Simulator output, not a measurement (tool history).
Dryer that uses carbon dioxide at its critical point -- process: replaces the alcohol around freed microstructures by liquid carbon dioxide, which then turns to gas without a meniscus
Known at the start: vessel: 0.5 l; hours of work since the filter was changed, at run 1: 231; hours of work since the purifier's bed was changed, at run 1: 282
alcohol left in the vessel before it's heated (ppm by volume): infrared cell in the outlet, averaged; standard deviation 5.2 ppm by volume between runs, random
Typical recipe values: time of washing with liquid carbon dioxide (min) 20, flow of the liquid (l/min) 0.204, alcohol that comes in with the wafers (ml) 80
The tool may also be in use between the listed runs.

run	day	time of washing with liquid carbon dioxide (min)	flow of the liquid (l/min)	alcohol that comes in with the wafers (ml)	hours of work since the filter was changed	hours of work since the purifier's bed was changed	alcohol left in the vessel before it's heated (ppm by volume)
1	0	20	0.204	80	231	282	217
2	1.271	20	0.204	80	249	299	225
3	1.833	20	0.204	55	256	307	176
4	2.85	20	0.275	55	270	321	69
5	3.621	20	0.275	55	281	331	68
6	4.4	20	0.275	55	291	342	84
7	5.133	20	0.228	80	301	352	162
8	6.296	20	0.163	80	317	368	817
9	6.892	29	0.163	80	325	376	132
10	7.675	20	0.14	80	336	387	1779
11	8.35	20	0.14	80	345	396	1785
12	9.646	20	0.204	80	363	413	304
13	11.025	20	0.204	80	382	432	321
# day 11.988: inlet filter changed
14	12.012	20	0.204	80	0	445	171
15	13.375	20	0.204	80	19	464	192
16	13.967	20	0.204	80	27	472	188
17	14.958	20	0.204	80	40	485	195
18	16.154	20	0.204	80	57	501	202
19	17.083	20	0.204	84	69	514	218
20	18.071	13	0.204	80	83	528	1556
21	18.754	30	0.204	80	92	537	103
22	19.775	20	0.204	80	106	551	215
23	20.875	20	0.204	80	121	566	227
24	21.967	23	0.204	24	136	581	126
25	23.133	27	0.133	76	152	596	414
26	23.788	27	0.28	76	161	605	115
27	24.671	16	0.166	28	173	617	686
28	26.025	16	0.166	28	191	636	723
29	27.262	20	0.172	22	208	653	243
30	28.233	18	0.257	102	221	666	203
31	29.317	18	0.257	102	236	681	209
32	30.154	21	0.182	37	247	692	241
33	30.804	18	0.162	28	256	701	561
34	31.533	18	0.162	28	266	711	563
35	32.7	20	0.313	57	282	727	128
36	33.908	14	0.261	62	298	743	423
37	34.6	14	0.261	62	308	753	422
38	35.738	13	0.13	88	323	768	11170
39	36.475	13	0.13	88	333	778	11500
40	37.192	16	0.163	41	343	788	1282
41	37.788	24	0.278	26	351	796	140
42	39.092	24	0.278	26	369	814	149
43	39.833	20	0.278	52	379	824	158
44	40.496	14	0.132	20	388	833	2262

Forecast each of these 3 alternatives for the next run:
# day 40.958: inlet filter changed
A	41.833	20	0.262	56	12	850	?
# day 40.958: inlet filter changed
B	41.833	27	0.16	38	12	850	?
# day 40.958: inlet filter changed
C	41.833	21	0.132	23	12	850	?

run	alcohol left in the vessel before it's heated (ppm by volume)
A	170
B	179
C	464
Without the tool's unlogged condition, the same runs would have read:
run	alcohol left in the vessel before it's heated (ppm by volume)
A	18
B	31
C	308
